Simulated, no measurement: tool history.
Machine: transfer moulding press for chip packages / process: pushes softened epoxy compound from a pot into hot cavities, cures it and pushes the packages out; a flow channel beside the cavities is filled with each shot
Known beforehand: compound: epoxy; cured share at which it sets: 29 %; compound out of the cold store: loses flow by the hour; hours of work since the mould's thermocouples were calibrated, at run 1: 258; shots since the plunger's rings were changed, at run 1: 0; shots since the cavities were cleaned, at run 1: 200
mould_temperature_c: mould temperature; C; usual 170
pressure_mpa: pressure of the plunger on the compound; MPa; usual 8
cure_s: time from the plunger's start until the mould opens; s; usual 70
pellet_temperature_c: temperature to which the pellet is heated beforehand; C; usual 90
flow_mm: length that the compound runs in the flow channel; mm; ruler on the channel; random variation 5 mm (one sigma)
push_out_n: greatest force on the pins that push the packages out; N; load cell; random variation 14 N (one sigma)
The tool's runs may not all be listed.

run     day  mould_temperature_c  pressure_mpa  cure_s  pellet_temperature_c  hours of work since the mould's thermocouples were calibrated  shots since the plunger's rings were changed  shots since the cavities were cleaned  incoming compound's hours out of the cold store  flow_mm  push_out_n
  1       0                  170             8      70                    90                                                            258                                             0                                    200                                              8.9      792         897
      1.354  -- cavities cleaned with cleaning compound and waxed
      3.292  -- cavities cleaned with cleaning compound and waxed
  2   3.467                  170             8      70                    90                                                            304                                          1018                                     53                                             47.3      679         696
      5.346  -- cavities cleaned with cleaning compound and waxed
  3   6.758                  170             8      70                    87                                                            347                                          2002                                    431                                             21.1      738        1037
      7.312  -- cavities cleaned with cleaning compound and waxed
      9.229  -- cavities cleaned with cleaning compound and waxed
  4   9.342                  170             8      70                    87                                                            381                                          2750                                     35                                             29.5      708         780
     11.188  -- cavities cleaned with cleaning compound and waxed
  5  12.225                  170             8      70                    92                                                            419                                          3609                                    315                                             24.2      703         925
     13.079  -- cavities cleaned with cleaning compound and waxed
       13.8  -- mould's thermocouples calibrated
  6  13.942                  170             8      70                    92                                                              2                                          4087                                    237                                             14.9      726         884
     15.108  -- cavities cleaned with cleaning compound and waxed
  7  15.688                  170             8      70                    90                                                             25                                          4599                                    175                                             36.8      667         781
     16.854  -- plunger's sealing rings changed
     17.196  -- cavities cleaned with cleaning compound and waxed
     19.108  -- cavities cleaned with cleaning compound and waxed
  8  19.142                  170             8      70                    90                                                             69                                           659                                     11                                             17.5      747         729
     19.688  -- cavities cleaned with cleaning compound and waxed, once more
     21.796  -- cavities cleaned with cleaning compound and waxed
  9  21.954                  170             8      70                    90                                                            105                                          1478                                     48                                               28      716         759
     23.925  -- cavities cleaned with cleaning compound and waxed
 10   24.55                  170             8      70                    90                                                            140                                          2249                                    190                                             38.9      692         841
     25.946  -- cavities cleaned with cleaning compound and waxed
 11  27.004                  170          9.78      70                    90                                                            172                                          2977                                    322                                             10.2      821         972
     27.883  -- cavities cleaned with cleaning compound and waxed
     29.783  -- cavities cleaned with cleaning compound and waxed
 12  29.904                  170             8      95                    90                                                            210                                          3823                                     37                                             24.3      704         451
 13  31.467                  178             8      70                    97                                                            231                                          4299                                    513                                             19.7      704         659
     31.692  -- cavities cleaned with cleaning compound and waxed
     33.846  -- plunger's sealing rings changed
     33.908  -- cavities cleaned with cleaning compound and waxed
 14  34.479                  178             8      70                    97                                                            269                                           175                                    175                                             35.1      711         558
     35.817  -- cavities cleaned with cleaning compound and waxed
 15  35.958                  178             8      70                    97                                                            288                                           605                                     42                                             25.9      723         496
     37.679  -- cavities cleaned with cleaning compound and waxed
 16  38.296                  178             8      70                    97                                                            319                                          1298                                    187                                             30.2      713         554
     39.562  -- cavities cleaned with cleaning compound and waxed
 17  39.775                  178             8      70                    97                                                            338                                          1730                                     65                                             42.6      683         501
       41.5  -- cavities cleaned with cleaning compound and waxed
 18   42.15                  178          6.34     101                    97                                                            370                                          2434                                    198                                             26.4      624         453
     43.575  -- cavities cleaned with cleaning compound and waxed
 19  45.146                  163          6.27      70                    90                                                            409                                          3328                                    479                                             36.5      603        1634
     45.475  -- cavities cleaned with cleaning compound and waxed
     47.308  -- mould's thermocouples calibrated
     47.562  -- cavities cleaned with cleaning compound and waxed
 20  48.112                  166          7.15      68                    98                                                             10                                          4168                                    168                                             41.8      617        1001

5 options for the next run, each taken on its own from the tool as it stands now. Forecast them:
     49.625  -- cavities cleaned with cleaning compound and waxed
     50.796  -- plunger's sealing rings changed
  A  51.254                  166          7.15      68                    82                                                             50                                           139                                    464                                             39.9        ?           ?
     49.625  -- cavities cleaned with cleaning compound and waxed
     50.796  -- plunger's sealing rings changed
  B  51.254                  166          7.45      68                    98                                                             50                                           139                                    464                                             38.5        ?           ?
     49.625  -- cavities cleaned with cleaning compound and waxed
     50.796  -- plunger's sealing rings changed
  C  51.254                  170             8      70                    93                                                             50                                           139                                    464                                             24.3        ?           ?
     49.625  -- cavities cleaned with cleaning compound and waxed
     50.796  -- plunger's sealing rings changed
  D  51.254                  169           8.3      68                    80                                                             50                                           139                                    464                                             22.1        ?           ?
     49.625  -- cavities cleaned with cleaning compound and waxed
     50.796  -- plunger's sealing rings changed
  E  51.254                  176          7.12      68                    94                                                             50                                           139                                    464                                             23.4        ?           ?

run  flow_mm  push_out_n
  A      672        1384
  B      689        1193
  C      741         976
  D      762        1145
  E      694         727
Without the tool's unlogged condition, the same runs would have read:
run  flow_mm  push_out_n
  A      675         969
  B      692         836
  C      744         682
  D      766         802
  E      697         506
